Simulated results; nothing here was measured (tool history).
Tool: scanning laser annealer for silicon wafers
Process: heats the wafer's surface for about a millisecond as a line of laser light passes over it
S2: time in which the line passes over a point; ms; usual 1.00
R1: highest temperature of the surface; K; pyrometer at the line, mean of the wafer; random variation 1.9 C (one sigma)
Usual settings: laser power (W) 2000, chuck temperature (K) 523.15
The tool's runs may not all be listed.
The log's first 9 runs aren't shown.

{"run": 10, "hour": 428.9, "laser power (W)": 2000, "S2": 0.82, "chuck temperature (K)": 523.15, "R1": 1288.15}
{"run": 11, "hour": 469.0, "laser power (W)": 2000, "S2": 1.0, "chuck temperature (K)": 523.15, "R1": 1365.15}
{"run": 12, "hour": 534.9, "laser power (W)": 2000, "S2": 0.96, "chuck temperature (K)": 523.15, "R1": 1345.15}
{"run": 13, "hour": 574.4, "laser power (W)": 2000, "S2": 0.96, "chuck temperature (K)": 523.15, "R1": 1350.15}
{"run": 14, "hour": 632.6, "laser power (W)": 2000, "S2": 1.0, "chuck temperature (K)": 523.15, "R1": 1361.15}
{"run": 15, "hour": 661.8, "laser power (W)": 2000, "S2": 1.04, "chuck temperature (K)": 523.15, "R1": 1382.15}
{"hour": 708.4, "done": "window over the wafer cleaned"}
{"run": 16, "hour": 725.8, "laser power (W)": 2000, "S2": 1.04, "chuck temperature (K)": 523.15, "R1": 1379.15}
{"run": 17, "hour": 754.2, "laser power (W)": 2000, "S2": 1.04, "chuck temperature (K)": 523.15, "R1": 1382.15}
{"run": 18, "hour": 800.0, "laser power (W)": 2000, "S2": 1.0, "chuck temperature (K)": 523.15, "R1": 1366.15}
{"run": 19, "hour": 845.2, "laser power (W)": 2000, "S2": 1.0, "chuck temperature (K)": 523.15, "R1": 1364.15}
{"run": 20, "hour": 899.6, "laser power (W)": 2000, "S2": 1.0, "chuck temperature (K)": 523.15, "R1": 1367.15}
{"run": 21, "hour": 932.5, "laser power (W)": 2000, "S2": 1.0, "chuck temperature (K)": 523.15, "R1": 1363.15}
{"run": 22, "hour": 968.6, "laser power (W)": 2000, "S2": 1.0, "chuck temperature (K)": 523.15, "R1": 1366.15}
{"run": 23, "hour": 1006.6, "laser power (W)": 2008, "S2": 1.21, "chuck temperature (K)": 506.15, "R1": 1435.15}
{"run": 24, "hour": 1061.9, "laser power (W)": 1948, "S2": 1.18, "chuck temperature (K)": 487.15, "R1": 1367.15}
{"run": 25, "hour": 1113.4, "laser power (W)": 1948, "S2": 1.18, "chuck temperature (K)": 487.15, "R1": 1371.15}
{"run": 26, "hour": 1173.5, "laser power (W)": 1948, "S2": 0.79, "chuck temperature (K)": 558.15, "R1": 1284.15}
{"run": 27, "hour": 1227.7, "laser power (W)": 1772, "S2": 1.21, "chuck temperature (K)": 513.15, "R1": 1307.15}
{"run": 28, "hour": 1277.3, "laser power (W)": 2095, "S2": 0.85, "chuck temperature (K)": 513.15, "R1": 1336.15}
{"run": 29, "hour": 1313.4, "laser power (W)": 2095, "S2": 0.85, "chuck temperature (K)": 513.15, "R1": 1338.15}
{"run": 30, "hour": 1373.4, "laser power (W)": 2046, "S2": 1.0, "chuck temperature (K)": 525.15, "R1": 1391.15}
{"run": 31, "hour": 1400.6, "laser power (W)": 2200, "S2": 0.87, "chuck temperature (K)": 534.15, "R1": 1422.15}
{"run": 32, "hour": 1448.0, "laser power (W)": 2145, "S2": 1.0, "chuck temperature (K)": 523.15, "R1": 1443.15}
{"hour": 1489.0, "done": "window over the wafer cleaned"}
{"run": 33, "hour": 1514.2, "laser power (W)": 1847, "S2": 0.93, "chuck temperature (K)": 518.15, "R1": 1252.15}

Run 34 comes next. What will it give?
{"run": 34, "hour": 1558.1, "laser power (W)": 2031, "S2": 0.82, "chuck temperature (K)": 486.15, "R1": "?"}

{"run 34": {"R1": 1264.15}}
Without the tool's hidden state the same run would have given R1 1264.15 K.
